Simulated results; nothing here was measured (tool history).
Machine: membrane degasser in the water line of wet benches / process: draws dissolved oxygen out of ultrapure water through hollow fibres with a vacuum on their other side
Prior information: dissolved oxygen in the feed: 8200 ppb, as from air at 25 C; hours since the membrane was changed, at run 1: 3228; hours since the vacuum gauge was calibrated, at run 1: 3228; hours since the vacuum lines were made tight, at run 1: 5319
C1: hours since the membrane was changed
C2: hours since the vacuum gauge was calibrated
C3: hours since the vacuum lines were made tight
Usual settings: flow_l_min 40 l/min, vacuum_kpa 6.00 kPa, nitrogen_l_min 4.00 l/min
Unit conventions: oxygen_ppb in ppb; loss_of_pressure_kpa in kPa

run 1 hour=0.0 | flow_l_min=40 vacuum_kpa=6.00 nitrogen_l_min=4.00 | C1=3228 C2=3228 C3=5319 | oxygen_ppb=121.1 loss_of_pressure_kpa=60.25
run 2 hour=65.3 | flow_l_min=40 vacuum_kpa=6.00 nitrogen_l_min=4.00 | C1=3293 C2=3293 C3=5384 | oxygen_ppb=118.5 loss_of_pressure_kpa=60.11
run 3 hour=190.8 | flow_l_min=40 vacuum_kpa=6.00 nitrogen_l_min=4.00 | C1=3419 C2=3419 C3=5510 | oxygen_ppb=118.8 loss_of_pressure_kpa=59.95
-- hour=254.7 vacuum gauge calibrated
run 4 hour=267.3 | flow_l_min=40 vacuum_kpa=6.00 nitrogen_l_min=6.65 | C1=3495 C2=13 C3=5586 | oxygen_ppb=94.0 loss_of_pressure_kpa=59.59
run 5 hour=410.2 | flow_l_min=40 vacuum_kpa=6.00 nitrogen_l_min=6.65 | C1=3638 C2=155 C3=5728 | oxygen_ppb=95.4 loss_of_pressure_kpa=59.66
run 6 hour=513.7 | flow_l_min=40 vacuum_kpa=6.00 nitrogen_l_min=4.00 | C1=3741 C2=259 C3=5832 | oxygen_ppb=115.9 loss_of_pressure_kpa=59.78
run 7 hour=576.9 | flow_l_min=40 vacuum_kpa=6.00 nitrogen_l_min=4.00 | C1=3804 C2=322 C3=5895 | oxygen_ppb=118.8 loss_of_pressure_kpa=59.74
run 8 hour=689.5 | flow_l_min=41 vacuum_kpa=13.48 nitrogen_l_min=2.87 | C1=3917 C2=435 C3=6008 | oxygen_ppb=381.0 loss_of_pressure_kpa=61.65
run 9 hour=826.4 | flow_l_min=34 vacuum_kpa=5.77 nitrogen_l_min=6.36 | C1=4054 C2=572 C3=6145 | oxygen_ppb=67.1 loss_of_pressure_kpa=50.79
run 10 hour=938.1 | flow_l_min=40 vacuum_kpa=5.77 nitrogen_l_min=2.02 | C1=4166 C2=683 C3=6256 | oxygen_ppb=165.1 loss_of_pressure_kpa=59.52
run 11 hour=1060.8 | flow_l_min=40 vacuum_kpa=4.65 nitrogen_l_min=5.55 | C1=4288 C2=806 C3=6379 | oxygen_ppb=79.6 loss_of_pressure_kpa=59.72
run 12 hour=1154.7 | flow_l_min=43 vacuum_kpa=6.00 nitrogen_l_min=4.00 | C1=4382 C2=900 C3=6473 | oxygen_ppb=133.8 loss_of_pressure_kpa=63.81
run 13 hour=1221.8 | flow_l_min=40 vacuum_kpa=11.17 nitrogen_l_min=4.00 | C1=4449 C2=967 C3=6540 | oxygen_ppb=238.7 loss_of_pressure_kpa=59.80
run 14 hour=1292.2 | flow_l_min=55 vacuum_kpa=4.24 nitrogen_l_min=5.45 | C1=4520 C2=1038 C3=6611 | oxygen_ppb=141.6 loss_of_pressure_kpa=81.07

3 options for the next run, each taken on its own from the tool as it stands now. Forecast them:
run A hour=1405.9 | flow_l_min=39 vacuum_kpa=3.94 nitrogen_l_min=5.36 | C1=4633 C2=1151 C3=6724 | oxygen_ppb=? loss_of_pressure_kpa=?
run B hour=1405.9 | flow_l_min=55 vacuum_kpa=9.31 nitrogen_l_min=5.45 | C1=4633 C2=1151 C3=6724 | oxygen_ppb=? loss_of_pressure_kpa=?
run C hour=1405.9 | flow_l_min=27 vacuum_kpa=7.36 nitrogen_l_min=5.45 | C1=4633 C2=1151 C3=6724 | oxygen_ppb=? loss_of_pressure_kpa=?

run=A oxygen_ppb=63.9 loss_of_pressure_kpa=57.75
run=B oxygen_ppb=259.7 loss_of_pressure_kpa=81.54
run=C oxygen_ppb=67.6 loss_of_pressure_kpa=39.81
With no hidden state in the tool, these same runs would have given:
run=A oxygen_ppb=63.9 loss_of_pressure_kpa=58.46
run=B oxygen_ppb=259.6 loss_of_pressure_kpa=82.54
run=C oxygen_ppb=67.6 loss_of_pressure_kpa=40.30

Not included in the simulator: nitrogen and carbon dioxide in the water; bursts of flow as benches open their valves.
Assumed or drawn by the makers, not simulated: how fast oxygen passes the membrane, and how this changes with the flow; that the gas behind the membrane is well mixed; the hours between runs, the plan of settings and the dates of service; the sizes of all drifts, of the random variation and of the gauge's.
